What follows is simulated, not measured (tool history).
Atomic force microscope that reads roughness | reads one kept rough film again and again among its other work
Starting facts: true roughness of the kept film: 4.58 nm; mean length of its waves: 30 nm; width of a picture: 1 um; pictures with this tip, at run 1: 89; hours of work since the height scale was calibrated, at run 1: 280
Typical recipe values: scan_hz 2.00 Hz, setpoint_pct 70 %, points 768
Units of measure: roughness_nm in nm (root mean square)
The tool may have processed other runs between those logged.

| run | hour | scan_hz | setpoint_pct | points | pictures with this tip | hours of work since the height scale was calibrated | roughness_nm |
|---|---|---|---|---|---|---|---|
| 1 | 0.0 | 2.00 | 70 | 768 | 89 | 280 | 3.126 |
| 2 | 13.3 | 2.00 | 70 | 768 | 114 | 289 | 3.045 |
| 3 | 21.8 | 2.00 | 70 | 768 | 130 | 294 | 2.953 |
| 4 | 31.7 | 3.90 | 70 | 768 | 148 | 301 | 2.658 |
| 5 | 37.6 | 3.90 | 70 | 768 | 159 | 305 | 2.607 |
| 6 | 49.5 | 3.90 | 70 | 768 | 182 | 313 | 2.542 |
|  | 51.7 | new tip fitted |
| 7 | 63.6 | 3.90 | 70 | 768 | 22 | 322 | 3.177 |
| 8 | 69.6 | 3.90 | 70 | 768 | 33 | 326 | 3.121 |
| 9 | 82.1 | 3.90 | 70 | 768 | 56 | 335 | 3.005 |
| 10 | 89.4 | 3.90 | 70 | 768 | 70 | 340 | 2.971 |
| 11 | 96.7 | 3.90 | 70 | 768 | 84 | 345 | 2.900 |
| 12 | 104.7 | 3.90 | 70 | 768 | 99 | 350 | 2.852 |
| 13 | 118.4 | 3.90 | 70 | 768 | 124 | 360 | 2.751 |
| 14 | 127.4 | 2.00 | 70 | 332 | 141 | 366 | 2.910 |
| 15 | 136.9 | 2.00 | 70 | 768 | 159 | 372 | 2.897 |
|  | 151.4 | new tip fitted |
| 16 | 151.6 | 2.00 | 70 | 768 | 1 | 382 | 3.580 |
| 17 | 164.9 | 2.00 | 70 | 768 | 25 | 391 | 3.465 |
| 18 | 171.8 | 2.00 | 70 | 768 | 38 | 395 | 3.394 |
| 19 | 180.6 | 2.00 | 70 | 768 | 55 | 401 | 3.338 |
| 20 | 187.5 | 2.00 | 70 | 276 | 68 | 406 | 3.219 |
|  | 189.4 | height scale calibrated on a step standard |
| 21 | 197.7 | 2.00 | 70 | 276 | 85 | 6 | 3.118 |
| 22 | 206.4 | 2.00 | 70 | 276 | 101 | 12 | 3.035 |
|  | 212.2 | height scale calibrated on a step standard, once more |
| 23 | 220.9 | 2.00 | 70 | 276 | 126 | 6 | 2.994 |
| 24 | 227.4 | 2.00 | 70 | 957 | 139 | 10 | 2.976 |
| 25 | 237.8 | 2.00 | 70 | 957 | 158 | 17 | 2.892 |
| 26 | 245.2 | 2.00 | 70 | 957 | 172 | 22 | 2.863 |
|  | 253.2 | new tip fitted |
| 27 | 259.7 | 2.00 | 70 | 957 | 12 | 32 | 3.547 |
| 28 | 271.7 | 2.24 | 78 | 957 | 34 | 40 | 3.204 |
| 29 | 281.2 | 0.64 | 66 | 768 | 52 | 46 | 3.621 |
| 30 | 287.3 | 2.49 | 70 | 888 | 64 | 51 | 3.222 |
| 31 | 299.5 | 2.49 | 70 | 888 | 86 | 59 | 3.130 |
| 32 | 306.2 | 1.92 | 58 | 359 | 99 | 63 | 3.316 |
| 33 | 317.7 | 2.00 | 70 | 347 | 120 | 71 | 3.038 |
| 34 | 330.3 | 3.13 | 58 | 278 | 144 | 80 | 3.011 |
| 35 | 338.6 | 2.00 | 89 | 768 | 159 | 85 | 2.528 |
| 36 | 348.5 | 1.94 | 89 | 321 | 178 | 92 | 2.457 |
|  | 352.7 | new tip fitted |
| 37 | 355.4 | 0.78 | 63 | 735 | 5 | 96 | 3.856 |
| 38 | 366.5 | 3.94 | 66 | 735 | 26 | 104 | 3.272 |
| 39 | 373.5 | 1.62 | 61 | 343 | 39 | 109 | 3.553 |
| 40 | 386.7 | 1.62 | 61 | 343 | 64 | 118 | 3.399 |
| 41 | 393.6 | 2.00 | 70 | 661 | 76 | 122 | 3.210 |
| 42 | 401.6 | 3.25 | 70 | 768 | 91 | 128 | 3.008 |
| 43 | 414.8 | 2.00 | 70 | 946 | 116 | 137 | 3.082 |
| 44 | 420.7 | 2.00 | 70 | 946 | 127 | 141 | 3.031 |
| 45 | 430.2 | 0.62 | 70 | 261 | 145 | 147 | 3.124 |
| 46 | 443.2 | 2.00 | 79 | 344 | 169 | 156 | 2.691 |
|  | 452.0 | new tip fitted |
| 47 | 457.0 | 0.51 | 67 | 357 | 9 | 165 | 3.828 |

Here are 3 independent what-if runs from the current tool condition. What would each one return?
| A | 467.0 | 0.98 | 67 | 357 | 28 | 172 | ? |
| B | 467.0 | 1.37 | 61 | 657 | 28 | 172 | ? |
| C | 467.0 | 0.51 | 84 | 357 | 28 | 172 | ? |

| run | roughness_nm |
|---|---|
| A | 3.659 |
| B | 3.660 |
| C | 3.603 |
Had the tool no hidden state, the same runs would have come out as:
| run | roughness_nm |
|---|---|
| A | 3.826 |
| B | 3.827 |
| C | 3.767 |
